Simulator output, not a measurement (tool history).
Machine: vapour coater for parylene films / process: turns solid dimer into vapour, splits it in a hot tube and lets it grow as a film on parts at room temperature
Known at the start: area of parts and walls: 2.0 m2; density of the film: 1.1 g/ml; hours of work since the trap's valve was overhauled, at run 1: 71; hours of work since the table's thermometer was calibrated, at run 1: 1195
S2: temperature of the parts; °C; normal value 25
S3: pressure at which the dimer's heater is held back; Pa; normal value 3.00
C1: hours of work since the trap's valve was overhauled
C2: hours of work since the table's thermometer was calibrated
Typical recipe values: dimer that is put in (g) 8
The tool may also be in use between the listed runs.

Run 1, hour 0.0: usual settings; C1 71; C2 1195. Result: thickness of the film (um) 2.53.
Run 2, hour 41.7: usual settings; C1 94; C2 1217. Result: thickness of the film (um) 2.49.
Run 3, hour 118.8: usual settings; C1 135; C2 1258. Result: thickness of the film (um) 2.42.
Run 4, hour 201.1: usual settings; C1 179; C2 1302. Result: thickness of the film (um) 2.47.
Run 5, hour 279.1: usual settings; C1 220; C2 1344. Result: thickness of the film (um) 2.40.
Run 6, hour 324.5: usual settings but S3 8.01 Pa; C1 244; C2 1368. Result: thickness of the film (um) 2.14.
Run 7, hour 364.7: usual settings but S3 8.01 Pa; C1 266; C2 1390. Result: thickness of the film (um) 2.17.
At hour 414.8: trap's valve overhauled.
Run 8, hour 445.7: usual settings but S3 8.01 Pa; C1 16; C2 1431. Result: thickness of the film (um) 2.24.
Run 9, hour 484.8: usual settings but S3 2.89 Pa; C1 37; C2 1452. Result: thickness of the film (um) 2.55.
Run 10, hour 571.0: usual settings but S3 2.89 Pa; C1 83; C2 1498. Result: thickness of the film (um) 2.49.
Run 11, hour 656.3: usual settings but dimer that is put in (g) 5; C1 129; C2 1543. Result: thickness of the film (um) 1.58.
Run 12, hour 711.8: usual settings but dimer that is put in (g) 5; C1 158; C2 1573. Result: thickness of the film (um) 1.53.
Run 13, hour 767.6: usual settings but dimer that is put in (g) 5; C1 188; C2 1602. Result: thickness of the film (um) 1.55.
Run 14, hour 855.6: usual settings but S3 2.63 Pa; C1 235; C2 1649. Result: thickness of the film (um) 2.49.
Run 15, hour 937.1: usual settings but S2 23 °C; C1 279; C2 1693. Result: thickness of the film (um) 2.54.
At hour 965.7: trap's valve overhauled.
Run 16, hour 1018.7: usual settings but S2 24 °C; C1 28; C2 1734. Result: thickness of the film (um) 2.60.
Run 17, hour 1085.1: usual settings but S2 24 °C; C1 64; C2 1770. Result: thickness of the film (um) 2.60.
Run 18, hour 1166.0: usual settings; C1 107; C2 1813. Result: thickness of the film (um) 2.52.
Run 19, hour 1215.8: usual settings; C1 133; C2 1839. Result: thickness of the film (um) 2.46.
Run 20, hour 1254.3: usual settings; C1 154; C2 1860. Result: thickness of the film (um) 2.48.
Run 21, hour 1308.2: usual settings but dimer that is put in (g) 6, S2 24 °C, S3 6.48 Pa; C1 183; C2 1889. Result: thickness of the film (um) 1.70.
Run 22, hour 1357.7: usual settings but dimer that is put in (g) 6, S2 24 °C, S3 6.48 Pa; C1 209; C2 1915. Result: thickness of the film (um) 1.69.
Run 23, hour 1429.7: usual settings but dimer that is put in (g) 10, S2 24 °C, S3 3.41 Pa; C1 248; C2 1954. Result: thickness of the film (um) 3.06.
Run 24, hour 1499.2: usual settings but dimer that is put in (g) 10, S2 22 °C, S3 3.93 Pa; C1 285; C2 1991. Result: thickness of the film (um) 3.17.
At hour 1514.1: trap's valve overhauled.
Run 25, hour 1549.7: usual settings but dimer that is put in (g) 4, S2 22 °C, S3 10.01 Pa; C1 19; C2 2015. Result: thickness of the film (um) 1.22.
Run 26, hour 1630.0: usual settings but dimer that is put in (g) 3, S2 32 °C; C1 62; C2 2058. Result: thickness of the film (um) 0.73.
Run 27, hour 1699.8: usual settings but S2 32 °C, S3 4.79 Pa; C1 99; C2 2096. Result: thickness of the film (um) 1.85.
Run 28, hour 1738.7: usual settings but S2 32 °C, S3 4.79 Pa; C1 120; C2 2116. Result: thickness of the film (um) 1.86.
Run 29, hour 1797.1: usual settings but S2 33 °C, S3 2.42 Pa; C1 151; C2 2147. Result: thickness of the film (um) 1.99.
Run 30, hour 1862.1: usual settings but dimer that is put in (g) 14, S2 31 °C, S3 11.89 Pa; C1 186; C2 2182. Result: thickness of the film (um) 2.98.
Run 31, hour 1939.2: usual settings but S2 34 °C, S3 4.75 Pa; C1 227; C2 2223. Result: thickness of the film (um) 1.65.
Run 32, hour 1980.2: usual settings but dimer that is put in (g) 3, S2 26 °C; C1 249; C2 2245. Result: thickness of the film (um) 0.87.
Run 33, hour 2034.7: usual settings but dimer that is put in (g) 6, S3 4.81 Pa; C1 278; C2 2274. Result: thickness of the film (um) 1.71.
At hour 2059.9: trap's valve overhauled.
Run 34, hour 2089.3: usual settings but dimer that is put in (g) 4; C1 16; C2 2301. Result: thickness of the film (um) 1.24.
Run 35, hour 2154.8: usual settings but S2 24 °C; C1 51; C2 2336. Result: thickness of the film (um) 2.57.
Run 36, hour 2227.5: usual settings but dimer that is put in (g) 5, S2 30 °C, S3 11.71 Pa; C1 89; C2 2375. Result: thickness of the film (um) 1.12.
At hour 2268.0: table's thermometer calibrated.
Run 37, hour 2280.4: usual settings but dimer that is put in (g) 5, S2 30 °C, S3 11.71 Pa; C1 117; C2 7. Result: thickness of the film (um) 1.13.
Run 38, hour 2366.1: usual settings but dimer that is put in (g) 3, S2 35 °C, S3 4.55 Pa; C1 163; C2 52. Result: thickness of the film (um) 0.68.
Run 39, hour 2403.4: usual settings but dimer that is put in (g) 4, S2 29 °C, S3 8.08 Pa; C1 183; C2 72. Result: thickness of the film (um) 0.98.
Run 40, hour 2465.2: usual settings but dimer that is put in (g) 4, S2 29 °C, S3 8.08 Pa; C1 216; C2 105. Result: thickness of the film (um) 0.97.

What if the next run were any one of these 4? Each begins from the tool's condition after run 40:
Run A, hour 2512.3: usual settings but S2 32 °C; C1 241; C2 130. Result: thickness of the film (um) ?.
Run B, hour 2512.3: usual settings but dimer that is put in (g) 10, S2 29 °C, S3 8.08 Pa; C1 241; C2 130. Result: thickness of the film (um) ?.
Run C, hour 2512.3: usual settings but dimer that is put in (g) 7, S3 2.33 Pa; C1 241; C2 130. Result: thickness of the film (um) ?.
Run D, hour 2512.3: usual settings but dimer that is put in (g) 4, S2 29 °C, S3 8.08 Pa; C1 241; C2 130. Result: thickness of the film (um) ?.

run  thickness of the film (um)
  A                        1.97
  B                        2.44
  C                        2.25
  D                        0.95
Take away the tool's hidden state, keep each run's random variation, and the runs would have read:
run  thickness of the film (um)
  A                        2.10
  B                        2.59
  C                        2.39
  D                        1.01
